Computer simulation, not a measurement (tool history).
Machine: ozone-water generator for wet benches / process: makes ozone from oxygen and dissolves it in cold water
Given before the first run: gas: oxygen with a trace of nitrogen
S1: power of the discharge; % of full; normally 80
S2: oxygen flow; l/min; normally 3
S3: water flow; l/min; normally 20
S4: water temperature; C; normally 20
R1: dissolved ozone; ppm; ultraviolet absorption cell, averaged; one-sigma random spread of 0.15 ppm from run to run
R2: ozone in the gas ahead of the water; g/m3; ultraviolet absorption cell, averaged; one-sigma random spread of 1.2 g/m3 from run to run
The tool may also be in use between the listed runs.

Run 1, day 0: usual settings. Result: R1 18.9 ppm, R2 220.1 g/m3.
Run 2, day 1.417: usual settings but S4 13 C. Result: R1 19.8 ppm, R2 223.6 g/m3.
Run 3, day 2.942: usual settings. Result: R1 18.8 ppm, R2 225.8 g/m3.
Run 4, day 3.646: usual settings but S1 43 % of full. Result: R1 11.7 ppm, R2 141.3 g/m3.
Run 5, day 4.904: usual settings but S1 43 % of full. Result: R1 11.8 ppm, R2 140.5 g/m3.
Run 6, day 5.746: usual settings but S1 43 % of full. Result: R1 11.8 ppm, R2 142.4 g/m3.
Run 7, day 7.075: usual settings but S1 43 % of full. Result: R1 11.5 ppm, R2 143.3 g/m3.
Run 8, day 8.283: usual settings but S1 43 % of full. Result: R1 11.8 ppm, R2 141.8 g/m3.
Run 9, day 9.525: usual settings but S4 13 C. Result: R1 20 ppm, R2 224.9 g/m3.
Run 10, day 10.758: usual settings but S4 13 C. Result: R1 20 ppm, R2 225.4 g/m3.
Run 11, day 11.983: usual settings but S1 83 % of full, S2 1.67 l/min, S3 18 l/min, S4 14 C. Result: R1 19.6 ppm, R2 311.8 g/m3.
Run 12, day 13.525: usual settings but S1 45 % of full, S3 17 l/min. Result: R1 13.9 ppm, R2 149 g/m3.
Run 13, day 14.267: usual settings but S1 45 % of full, S3 17 l/min. Result: R1 14 ppm, R2 149.9 g/m3.
Run 14, day 15.367: usual settings but S1 59 % of full, S3 16 l/min. Result: R1 18 ppm, R2 180.2 g/m3.
Run 15, day 16.642: usual settings but S1 93 % of full, S3 16 l/min. Result: R1 25 ppm, R2 253.9 g/m3.
Run 16, day 17.783: usual settings but S1 93 % of full, S3 16 l/min. Result: R1 25 ppm, R2 253.2 g/m3.
Run 17, day 18.662: usual settings but S1 49 % of full, S3 16 l/min, S4 14 C. Result: R1 16.6 ppm, R2 157.9 g/m3.
Run 18, day 19.629: usual settings but S2 1.97 l/min, S3 19 l/min. Result: R1 18.3 ppm, R2 281 g/m3.

Branching from run 18: 4 alternative next runs. What would each branch give?
Run A, day 21.175: usual settings but S2 5.08 l/min, S3 14 l/min. Result: R1 ?, R2 ?.
Run B, day 21.175: usual settings but S2 2.19 l/min, S3 23 l/min. Result: R1 ?, R2 ?.
Run C, day 21.175: usual settings but S2 5.2 l/min, S3 15 l/min, S4 15 C. Result: R1 ?, R2 ?.
Run D, day 21.175: usual settings but S3 14 l/min. Result: R1 ?, R2 ?.

run    R1     R2
  A  24.9    172
  B  15.6  267.3
  C  25.5  171.1
  D  24.9  227.6
With no hidden state in the tool, these same runs would have given:
run    R1     R2
  A  24.9  168.3
  B  15.6  261.5
  C  25.5  167.4
  D  24.9  222.7
